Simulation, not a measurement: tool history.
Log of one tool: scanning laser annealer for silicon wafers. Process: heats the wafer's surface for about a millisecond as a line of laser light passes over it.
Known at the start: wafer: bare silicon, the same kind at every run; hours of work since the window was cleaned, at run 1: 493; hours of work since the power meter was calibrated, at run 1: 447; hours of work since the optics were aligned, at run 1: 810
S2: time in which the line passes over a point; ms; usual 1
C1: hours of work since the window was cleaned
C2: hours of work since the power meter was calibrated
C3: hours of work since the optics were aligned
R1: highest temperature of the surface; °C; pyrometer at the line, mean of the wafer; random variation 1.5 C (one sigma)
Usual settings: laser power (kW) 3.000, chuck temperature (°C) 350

Run 1, day 0.000: usual settings; C1 493; C2 447; C3 810. Result: R1 1064 °C.
Run 2, day 0.825: usual settings; C1 504; C2 458; C3 821. Result: R1 1066 °C.
Run 3, day 1.454: usual settings; C1 513; C2 466; C3 830. Result: R1 1066 °C.
Run 4, day 2.312: usual settings; C1 524; C2 477; C3 841. Result: R1 1064 °C.
Run 5, day 2.833: usual settings; C1 531; C2 484; C3 848. Result: R1 1063 °C.
Run 6, day 3.383: usual settings; C1 538; C2 491; C3 855. Result: R1 1062 °C.
Run 7, day 4.171: usual settings but chuck temperature (°C) 353; C1 549; C2 502; C3 866. Result: R1 1065 °C.
Run 8, day 4.779: usual settings but chuck temperature (°C) 353; C1 557; C2 510; C3 874. Result: R1 1064 °C.

The next listed run, before its measurement:
Run 9, day 5.483: usual settings but laser power (kW) 2.642, chuck temperature (°C) 373; C1 566; C2 519; C3 883. Result: R1 ?.

{"run 9": {"R1": 1004}}
Without the tool's hidden state the same run would have given R1 1026 °C.
